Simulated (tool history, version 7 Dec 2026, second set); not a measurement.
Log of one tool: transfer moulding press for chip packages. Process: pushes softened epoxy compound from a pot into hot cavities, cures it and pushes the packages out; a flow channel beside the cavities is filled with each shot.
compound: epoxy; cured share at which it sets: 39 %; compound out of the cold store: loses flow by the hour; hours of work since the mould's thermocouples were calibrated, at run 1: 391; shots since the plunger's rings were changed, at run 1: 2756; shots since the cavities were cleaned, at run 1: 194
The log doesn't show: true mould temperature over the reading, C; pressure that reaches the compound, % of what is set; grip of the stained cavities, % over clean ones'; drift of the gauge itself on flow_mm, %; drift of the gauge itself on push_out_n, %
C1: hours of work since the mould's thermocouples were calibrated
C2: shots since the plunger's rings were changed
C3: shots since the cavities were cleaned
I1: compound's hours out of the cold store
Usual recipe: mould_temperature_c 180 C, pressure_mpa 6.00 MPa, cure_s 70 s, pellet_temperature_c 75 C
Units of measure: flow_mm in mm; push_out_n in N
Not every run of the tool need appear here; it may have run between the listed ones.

{"run": 1, "hour": 0.0, "mould_temperature_c": 180, "pressure_mpa": 6.0, "cure_s": 70, "pellet_temperature_c": 75, "C1": 391, "C2": 2756, "C3": 194, "I1": 10.1, "flow_mm": 1044, "push_out_n": 368}
{"run": 2, "hour": 16.4, "mould_temperature_c": 180, "pressure_mpa": 6.0, "cure_s": 70, "pellet_temperature_c": 75, "C1": 401, "C2": 2975, "C3": 413, "I1": 33.9, "flow_mm": 972, "push_out_n": 348}
{"hour": 36.0, "done": "cavities cleaned with cleaning compound and waxed"}
{"run": 3, "hour": 46.5, "mould_temperature_c": 180, "pressure_mpa": 6.0, "cure_s": 70, "pellet_temperature_c": 75, "C1": 419, "C2": 3359, "C3": 141, "I1": 45.1, "flow_mm": 951, "push_out_n": 351}
{"hour": 85.9, "done": "cavities cleaned with cleaning compound and waxed"}
{"run": 4, "hour": 85.9, "mould_temperature_c": 180, "pressure_mpa": 5.37, "cure_s": 70, "pellet_temperature_c": 75, "C1": 442, "C2": 3866, "C3": 1, "I1": 34.3, "flow_mm": 926, "push_out_n": 342}
{"run": 5, "hour": 108.1, "mould_temperature_c": 180, "pressure_mpa": 6.0, "cure_s": 70, "pellet_temperature_c": 75, "C1": 456, "C2": 4163, "C3": 298, "I1": 46.7, "flow_mm": 941, "push_out_n": 334}
{"run": 6, "hour": 132.8, "mould_temperature_c": 180, "pressure_mpa": 6.0, "cure_s": 70, "pellet_temperature_c": 75, "C1": 471, "C2": 4494, "C3": 629, "I1": 25.3, "flow_mm": 988, "push_out_n": 367}
{"hour": 136.5, "done": "cavities cleaned with cleaning compound and waxed"}
{"run": 7, "hour": 165.4, "mould_temperature_c": 180, "pressure_mpa": 5.81, "cure_s": 70, "pellet_temperature_c": 75, "C1": 491, "C2": 4910, "C3": 387, "I1": 37.9, "flow_mm": 954, "push_out_n": 358}
{"hour": 187.0, "done": "cavities cleaned with cleaning compound and waxed"}
{"run": 8, "hour": 190.8, "mould_temperature_c": 180, "pressure_mpa": 5.81, "cure_s": 70, "pellet_temperature_c": 75, "C1": 506, "C2": 5229, "C3": 50, "I1": 9.4, "flow_mm": 1025, "push_out_n": 386}
{"run": 9, "hour": 228.4, "mould_temperature_c": 180, "pressure_mpa": 5.81, "cure_s": 70, "pellet_temperature_c": 84, "C1": 529, "C2": 5732, "C3": 553, "I1": 24.2, "flow_mm": 973, "push_out_n": 349}
{"hour": 236.6, "done": "cavities cleaned with cleaning compound and waxed"}
{"hour": 244.3, "done": "plunger's sealing rings changed"}
{"run": 10, "hour": 263.6, "mould_temperature_c": 180, "pressure_mpa": 5.81, "cure_s": 70, "pellet_temperature_c": 84, "C1": 548, "C2": 258, "C3": 328, "I1": 16.2, "flow_mm": 1002, "push_out_n": 367}
{"run": 11, "hour": 282.6, "mould_temperature_c": 180, "pressure_mpa": 6.0, "cure_s": 70, "pellet_temperature_c": 75, "C1": 560, "C2": 512, "C3": 582, "I1": 25.3, "flow_mm": 1001, "push_out_n": 368}
{"hour": 289.7, "done": "cavities cleaned with cleaning compound and waxed"}
{"run": 12, "hour": 317.3, "mould_temperature_c": 180, "pressure_mpa": 6.0, "cure_s": 70, "pellet_temperature_c": 75, "C1": 581, "C2": 956, "C3": 369, "I1": 28.2, "flow_mm": 998, "push_out_n": 365}
{"hour": 340.5, "done": "cavities cleaned with cleaning compound and waxed"}
{"run": 13, "hour": 345.8, "mould_temperature_c": 179, "pressure_mpa": 6.0, "cure_s": 70, "pellet_temperature_c": 75, "C1": 598, "C2": 1317, "C3": 71, "I1": 32.1, "flow_mm": 991, "push_out_n": 372}
{"run": 14, "hour": 375.7, "mould_temperature_c": 179, "pressure_mpa": 6.0, "cure_s": 70, "pellet_temperature_c": 75, "C1": 616, "C2": 1718, "C3": 472, "I1": 44.1, "flow_mm": 959, "push_out_n": 379}
{"hour": 393.1, "done": "cavities cleaned with cleaning compound and waxed"}
{"run": 15, "hour": 406.6, "mould_temperature_c": 179, "pressure_mpa": 6.0, "cure_s": 105, "pellet_temperature_c": 73, "C1": 635, "C2": 2112, "C3": 181, "I1": 28.2, "flow_mm": 997, "push_out_n": 227}
{"hour": 443.6, "done": "cavities cleaned with cleaning compound and waxed"}
{"run": 16, "hour": 444.0, "mould_temperature_c": 179, "pressure_mpa": 6.0, "cure_s": 105, "pellet_temperature_c": 73, "C1": 657, "C2": 2591, "C3": 5, "I1": 44.2, "flow_mm": 956, "push_out_n": 241}
{"run": 17, "hour": 467.9, "mould_temperature_c": 180, "pressure_mpa": 6.84, "cure_s": 70, "pellet_temperature_c": 66, "C1": 672, "C2": 2912, "C3": 326, "I1": 35.7, "flow_mm": 1037, "push_out_n": 370}
{"run": 18, "hour": 487.0, "mould_temperature_c": 184, "pressure_mpa": 4.63, "cure_s": 77, "pellet_temperature_c": 83, "C1": 684, "C2": 3167, "C3": 581, "I1": 46.0, "flow_mm": 817, "push_out_n": 252}
{"hour": 494.6, "done": "cavities cleaned with cleaning compound and waxed"}
{"run": 19, "hour": 524.1, "mould_temperature_c": 183, "pressure_mpa": 4.52, "cure_s": 72, "pellet_temperature_c": 84, "C1": 706, "C2": 3644, "C3": 395, "I1": 8.6, "flow_mm": 885, "push_out_n": 299}
{"hour": 546.4, "done": "cavities cleaned with cleaning compound and waxed"}
{"run": 20, "hour": 552.0, "mould_temperature_c": 177, "pressure_mpa": 6.0, "cure_s": 70, "pellet_temperature_c": 82, "C1": 722, "C2": 3997, "C3": 74, "I1": 14.3, "flow_mm": 1043, "push_out_n": 453}
{"run": 21, "hour": 579.5, "mould_temperature_c": 177, "pressure_mpa": 6.0, "cure_s": 70, "pellet_temperature_c": 82, "C1": 739, "C2": 4365, "C3": 442, "I1": 47.1, "flow_mm": 953, "push_out_n": 409}
{"hour": 598.1, "done": "cavities cleaned with cleaning compound and waxed"}
{"run": 22, "hour": 605.9, "mould_temperature_c": 173, "pressure_mpa": 6.0, "cure_s": 70, "pellet_temperature_c": 75, "C1": 755, "C2": 4698, "C3": 104, "I1": 24.7, "flow_mm": 1031, "push_out_n": 595}
{"run": 23, "hour": 622.6, "mould_temperature_c": 180, "pressure_mpa": 7.33, "cure_s": 70, "pellet_temperature_c": 75, "C1": 765, "C2": 4923, "C3": 329, "I1": 22.2, "flow_mm": 1118, "push_out_n": 368}
{"hour": 648.6, "done": "cavities cleaned with cleaning compound and waxed"}
{"run": 24, "hour": 658.8, "mould_temperature_c": 173, "pressure_mpa": 6.0, "cure_s": 108, "pellet_temperature_c": 66, "C1": 787, "C2": 5386, "C3": 135, "I1": 32.3, "flow_mm": 1022, "push_out_n": 260}
{"run": 25, "hour": 685.3, "mould_temperature_c": 174, "pressure_mpa": 6.55, "cure_s": 108, "pellet_temperature_c": 67, "C1": 803, "C2": 5742, "C3": 491, "I1": 34.9, "flow_mm": 1051, "push_out_n": 242}
{"hour": 698.7, "done": "plunger's sealing rings changed"}
{"hour": 702.1, "done": "cavities cleaned with cleaning compound and waxed"}
{"run": 26, "hour": 710.6, "mould_temperature_c": 174, "pressure_mpa": 6.55, "cure_s": 76, "pellet_temperature_c": 67, "C1": 817, "C2": 139, "C3": 114, "I1": 35.9, "flow_mm": 1040, "push_out_n": 457}
{"run": 27, "hour": 733.9, "mould_temperature_c": 180, "pressure_mpa": 6.0, "cure_s": 61, "pellet_temperature_c": 70, "C1": 831, "C2": 451, "C3": 426, "I1": 40.4, "flow_mm": 970, "push_out_n": 502}
{"hour": 754.4, "done": "cavities cleaned with cleaning compound and waxed"}
{"hour": 759.5, "done": "mould's thermocouples calibrated"}
{"run": 28, "hour": 759.7, "mould_temperature_c": 181, "pressure_mpa": 4.72, "cure_s": 96, "pellet_temperature_c": 75, "C1": 0, "C2": 748, "C3": 43, "I1": 11.0, "flow_mm": 920, "push_out_n": 239}

For each entry between runs, how does the tool's hidden state at the last listed run before it compare with that at the first listed run after it?
In the gap between runs 2 and 3: cavities cleaned with cleaning compound and waxed (hour 36.0)
  grip of the stained cavities, % over clean ones': 0.7 -> 0.3
In the gap between runs 3 and 4: cavities cleaned with cleaning compound and waxed (hour 85.9)
  true mould temperature over the reading, C: 0 -> -0.01; pressure that reaches the compound, % of what is set: 99.95 -> 99.94; grip of the stained cavities, % over clean ones': 0.3 -> 0
In the gap between runs 6 and 7: cavities cleaned with cleaning compound and waxed (hour 136.5)
  pressure that reaches the compound, % of what is set: 99.93 -> 99.92; grip of the stained cavities, % over clean ones': 0.8 -> 0.7
In the gap between runs 7 and 8: cavities cleaned with cleaning compound and waxed (hour 187.0)
  grip of the stained cavities, % over clean ones': 0.7 -> 0.2
In the gap between runs 9 and 10: cavities cleaned with cleaning compound and waxed (hour 236.6); plunger's sealing rings changed (hour 244.3)
  pressure that reaches the compound, % of what is set: 99.91 -> 100; grip of the stained cavities, % over clean ones': 0.8 -> 0.6
In the gap between runs 11 and 12: cavities cleaned with cleaning compound and waxed (hour 289.7)
  pressure that reaches the compound, % of what is set: 99.99 -> 99.98; grip of the stained cavities, % over clean ones': 0.8 -> 0.6
In the gap between runs 12 and 13: cavities cleaned with cleaning compound and waxed (hour 340.5)
  grip of the stained cavities, % over clean ones': 0.6 -> 0.2
In the gap between runs 14 and 15: cavities cleaned with cleaning compound and waxed (hour 393.1)
  grip of the stained cavities, % over clean ones': 0.7 -> 0.4
In the gap between runs 15 and 16: cavities cleaned with cleaning compound and waxed (hour 443.6)
  pressure that reaches the compound, % of what is set: 99.97 -> 99.96; grip of the stained cavities, % over clean ones': 0.4 -> 0
In the gap between runs 18 and 19: cavities cleaned with cleaning compound and waxed (hour 494.6)
  pressure that reaches the compound, % of what is set: 99.95 -> 99.94; grip of the stained cavities, % over clean ones': 0.8 -> 0.7
In the gap between runs 19 and 20: cavities cleaned with cleaning compound and waxed (hour 546.4)
  grip of the stained cavities, % over clean ones': 0.7 -> 0.2
In the gap between runs 21 and 22: cavities cleaned with cleaning compound and waxed (hour 598.1)
  grip of the stained cavities, % over clean ones': 0.7 -> 0.3
In the gap between runs 23 and 24: cavities cleaned with cleaning compound and waxed (hour 648.6)
  grip of the stained cavities, % over clean ones': 0.6 -> 0.4
In the gap between runs 25 and 26: plunger's sealing rings changed (hour 698.7); cavities cleaned with cleaning compound and waxed (hour 702.1)
  pressure that reaches the compound, % of what is set: 99.91 -> 99.99; grip of the stained cavities, % over clean ones': 0.7 -> 0.3
In the gap between runs 27 and 28: cavities cleaned with cleaning compound and waxed (hour 754.4); mould's thermocouples calibrated (hour 759.5)
  true mould temperature over the reading, C: -0.01 -> 0; pressure that reaches the compound, % of what is set: 99.99 -> 99.98; grip of the stained cavities, % over clean ones': 0.7 -> 0.1
